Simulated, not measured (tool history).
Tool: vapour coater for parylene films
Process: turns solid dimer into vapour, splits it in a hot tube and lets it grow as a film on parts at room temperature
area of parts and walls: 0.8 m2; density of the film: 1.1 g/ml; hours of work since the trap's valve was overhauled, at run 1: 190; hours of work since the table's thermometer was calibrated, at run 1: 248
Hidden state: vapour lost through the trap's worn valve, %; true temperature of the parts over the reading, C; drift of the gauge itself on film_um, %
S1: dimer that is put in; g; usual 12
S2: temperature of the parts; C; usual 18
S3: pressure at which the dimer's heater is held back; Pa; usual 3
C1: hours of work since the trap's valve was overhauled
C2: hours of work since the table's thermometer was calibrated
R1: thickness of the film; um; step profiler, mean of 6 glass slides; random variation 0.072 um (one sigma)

| run | hour | S1 | S2 | S3 | C1 | C2 | R1 |
|---|---|---|---|---|---|---|---|
| 1 | 0 | 12 | 18 | 3 | 190 | 248 | 8.76 |
| 2 | 26.2 | 12 | 18 | 3 | 210 | 269 | 8.64 |
| 3 | 53.7 | 13 | 18 | 3 | 231 | 290 | 9.14 |
| 4 | 89.8 | 12 | 23 | 3 | 259 | 318 | 6.93 |
|  | 97.2 | trap's valve overhauled |
| 5 | 133.2 | 12 | 23 | 3 | 28 | 349 | 6.46 |
| 6 | 177.1 | 12 | 23 | 3 | 62 | 383 | 6.36 |
| 7 | 223.8 | 5 | 15 | 9.76 | 98 | 419 | 3.07 |
| 8 | 250.3 | 11 | 12 | 11.37 | 119 | 440 | 7.37 |
| 9 | 285.2 | 19 | 27 | 9.83 | 146 | 467 | 7.21 |
|  | 299.6 | trap's valve overhauled, once more |
| 10 | 323.9 | 19 | 27 | 9.83 | 19 | 494 | 9.04 |
| 11 | 367.5 | 19 | 27 | 9.83 | 53 | 528 | 8.94 |

How the hidden state differs across the entries between the runs, from the last listed run before each to the first after it:
Between runs 4 and 5: trap's valve overhauled (hour 97.2)
  vapour lost through the trap's worn valve, %: 9.7 -> 16.8; true temperature of the parts over the reading, C: 0.18 -> 0.21
  measured less the result without the state, R1: -0.79 -> -1.37 um
Between runs 9 and 10: trap's valve overhauled, once more (hour 299.6)
  vapour lost through the trap's worn valve, %: 21.6 -> 1.1; true temperature of the parts over the reading, C: 0.33 -> 0.36
  measured less the result without the state, R1: -2.1 -> -0.23 um

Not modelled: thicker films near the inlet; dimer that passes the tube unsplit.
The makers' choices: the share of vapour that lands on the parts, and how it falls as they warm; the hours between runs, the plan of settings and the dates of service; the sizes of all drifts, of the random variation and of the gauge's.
